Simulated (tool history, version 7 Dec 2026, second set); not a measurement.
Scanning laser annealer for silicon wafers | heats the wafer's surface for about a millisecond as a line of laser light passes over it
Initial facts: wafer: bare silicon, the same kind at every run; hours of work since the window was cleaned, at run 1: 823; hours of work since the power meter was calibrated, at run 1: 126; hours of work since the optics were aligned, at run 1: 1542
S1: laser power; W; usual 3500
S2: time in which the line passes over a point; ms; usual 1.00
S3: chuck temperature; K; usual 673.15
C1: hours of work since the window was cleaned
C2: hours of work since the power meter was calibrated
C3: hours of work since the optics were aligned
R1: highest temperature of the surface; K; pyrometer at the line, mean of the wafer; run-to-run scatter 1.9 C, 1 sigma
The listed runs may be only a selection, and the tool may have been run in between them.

{"run": 1, "hour": 0.0, "S1": 3500, "S2": 1.0, "S3": 673.15, "C1": 823, "C2": 126, "C3": 1542, "R1": 1380.15}
{"run": 2, "hour": 5.0, "S1": 3500, "S2": 1.0, "S3": 673.15, "C1": 826, "C2": 129, "C3": 1545, "R1": 1378.15}
{"run": 3, "hour": 12.8, "S1": 3500, "S2": 1.0, "S3": 673.15, "C1": 831, "C2": 133, "C3": 1549, "R1": 1375.15}
{"run": 4, "hour": 19.8, "S1": 3500, "S2": 1.0, "S3": 673.15, "C1": 835, "C2": 137, "C3": 1553, "R1": 1375.15}
{"hour": 23.9, "done": "window over the wafer cleaned"}
{"run": 5, "hour": 27.4, "S1": 3500, "S2": 1.0, "S3": 673.15, "C1": 2, "C2": 141, "C3": 1557, "R1": 1397.15}
{"run": 6, "hour": 32.2, "S1": 3500, "S2": 1.0, "S3": 673.15, "C1": 5, "C2": 143, "C3": 1559, "R1": 1395.15}
{"run": 7, "hour": 37.0, "S1": 3500, "S2": 1.24, "S3": 673.15, "C1": 7, "C2": 146, "C3": 1562, "R1": 1467.15}
{"run": 8, "hour": 41.6, "S1": 3500, "S2": 1.24, "S3": 673.15, "C1": 10, "C2": 149, "C3": 1565, "R1": 1470.15}
{"run": 9, "hour": 50.1, "S1": 3500, "S2": 1.24, "S3": 673.15, "C1": 15, "C2": 154, "C3": 1569, "R1": 1471.15}
{"run": 10, "hour": 57.7, "S1": 3500, "S2": 1.24, "S3": 673.15, "C1": 19, "C2": 158, "C3": 1574, "R1": 1472.15}
{"run": 11, "hour": 62.9, "S1": 3500, "S2": 1.24, "S3": 673.15, "C1": 22, "C2": 161, "C3": 1577, "R1": 1473.15}
{"run": 12, "hour": 71.4, "S1": 3500, "S2": 1.24, "S3": 673.15, "C1": 27, "C2": 166, "C3": 1582, "R1": 1469.15}
{"run": 13, "hour": 80.6, "S1": 3227, "S2": 1.0, "S3": 673.15, "C1": 32, "C2": 171, "C3": 1587, "R1": 1341.15}
{"run": 14, "hour": 87.9, "S1": 3227, "S2": 1.0, "S3": 673.15, "C1": 36, "C2": 175, "C3": 1591, "R1": 1345.15}
{"run": 15, "hour": 97.1, "S1": 3227, "S2": 1.0, "S3": 673.15, "C1": 42, "C2": 180, "C3": 1596, "R1": 1342.15}
{"run": 16, "hour": 105.5, "S1": 3227, "S2": 1.0, "S3": 673.15, "C1": 47, "C2": 185, "C3": 1601, "R1": 1341.15}
{"run": 17, "hour": 114.8, "S1": 3227, "S2": 1.0, "S3": 673.15, "C1": 52, "C2": 191, "C3": 1606, "R1": 1346.15}
{"run": 18, "hour": 121.6, "S1": 3227, "S2": 1.0, "S3": 673.15, "C1": 56, "C2": 194, "C3": 1610, "R1": 1346.15}
{"run": 19, "hour": 130.1, "S1": 3227, "S2": 1.0, "S3": 673.15, "C1": 61, "C2": 199, "C3": 1615, "R1": 1339.15}
{"run": 20, "hour": 133.8, "S1": 3227, "S2": 1.0, "S3": 673.15, "C1": 63, "C2": 201, "C3": 1617, "R1": 1342.15}
{"run": 21, "hour": 141.9, "S1": 3227, "S2": 1.0, "S3": 673.15, "C1": 67, "C2": 206, "C3": 1622, "R1": 1341.15}
{"run": 22, "hour": 146.5, "S1": 3227, "S2": 1.0, "S3": 673.15, "C1": 70, "C2": 209, "C3": 1624, "R1": 1341.15}
{"run": 23, "hour": 153.5, "S1": 3227, "S2": 1.0, "S3": 673.15, "C1": 74, "C2": 213, "C3": 1629, "R1": 1342.15}
{"run": 24, "hour": 158.4, "S1": 3813, "S2": 0.97, "S3": 673.15, "C1": 77, "C2": 215, "C3": 1631, "R1": 1440.15}
{"run": 25, "hour": 163.1, "S1": 3500, "S2": 1.05, "S3": 673.15, "C1": 79, "C2": 218, "C3": 1634, "R1": 1412.15}
{"run": 26, "hour": 170.3, "S1": 3052, "S2": 1.07, "S3": 661.15, "C1": 84, "C2": 222, "C3": 1638, "R1": 1317.15}
{"run": 27, "hour": 178.3, "S1": 3781, "S2": 1.0, "S3": 706.15, "C1": 88, "C2": 227, "C3": 1643, "R1": 1480.15}
{"run": 28, "hour": 187.0, "S1": 3781, "S2": 0.8, "S3": 698.15, "C1": 93, "C2": 232, "C3": 1648, "R1": 1395.15}
{"run": 29, "hour": 195.5, "S1": 3781, "S2": 0.8, "S3": 698.15, "C1": 98, "C2": 237, "C3": 1652, "R1": 1399.15}
{"run": 30, "hour": 201.6, "S1": 3201, "S2": 0.82, "S3": 658.15, "C1": 101, "C2": 240, "C3": 1656, "R1": 1264.15}
{"run": 31, "hour": 209.5, "S1": 2991, "S2": 0.89, "S3": 665.15, "C1": 106, "C2": 245, "C3": 1661, "R1": 1256.15}
{"run": 32, "hour": 213.6, "S1": 3246, "S2": 0.85, "S3": 703.15, "C1": 108, "C2": 247, "C3": 1663, "R1": 1328.15}
{"run": 33, "hour": 221.8, "S1": 3795, "S2": 1.03, "S3": 679.15, "C1": 113, "C2": 252, "C3": 1667, "R1": 1462.15}
{"run": 34, "hour": 229.4, "S1": 3795, "S2": 1.03, "S3": 679.15, "C1": 117, "C2": 256, "C3": 1672, "R1": 1466.15}
{"run": 35, "hour": 235.9, "S1": 3500, "S2": 1.08, "S3": 673.15, "C1": 121, "C2": 260, "C3": 1676, "R1": 1419.15}
{"run": 36, "hour": 242.0, "S1": 3707, "S2": 1.08, "S3": 673.15, "C1": 124, "C2": 263, "C3": 1679, "R1": 1454.15}
{"run": 37, "hour": 248.5, "S1": 3707, "S2": 1.08, "S3": 673.15, "C1": 128, "C2": 267, "C3": 1683, "R1": 1461.15}
{"run": 38, "hour": 257.1, "S1": 3707, "S2": 1.08, "S3": 673.15, "C1": 133, "C2": 272, "C3": 1688, "R1": 1454.15}
{"run": 39, "hour": 264.8, "S1": 3500, "S2": 1.0, "S3": 705.15, "C1": 137, "C2": 276, "C3": 1692, "R1": 1422.15}
{"run": 40, "hour": 270.7, "S1": 3703, "S2": 1.0, "S3": 648.15, "C1": 141, "C2": 280, "C3": 1695, "R1": 1403.15}

Below are 3 alternative next runs, each starting from the tool's condition after run 40. Predict each:
{"run": "A", "hour": 277.3, "S1": 3060, "S2": 0.72, "S3": 673.15, "C1": 145, "C2": 283, "C3": 1699, "R1": "?"}
{"run": "B", "hour": 277.3, "S1": 3051, "S2": 1.17, "S3": 710.15, "C1": 145, "C2": 283, "C3": 1699, "R1": "?"}
{"run": "C", "hour": 277.3, "S1": 3095, "S2": 1.0, "S3": 685.15, "C1": 145, "C2": 283, "C3": 1699, "R1": "?"}

run=A R1=1219.15
run=B R1=1391.15
run=C R1=1327.15
What these runs would have given with no unlogged condition in the tool:
run=A R1=1233.15
run=B R1=1409.15
run=C R1=1343.15
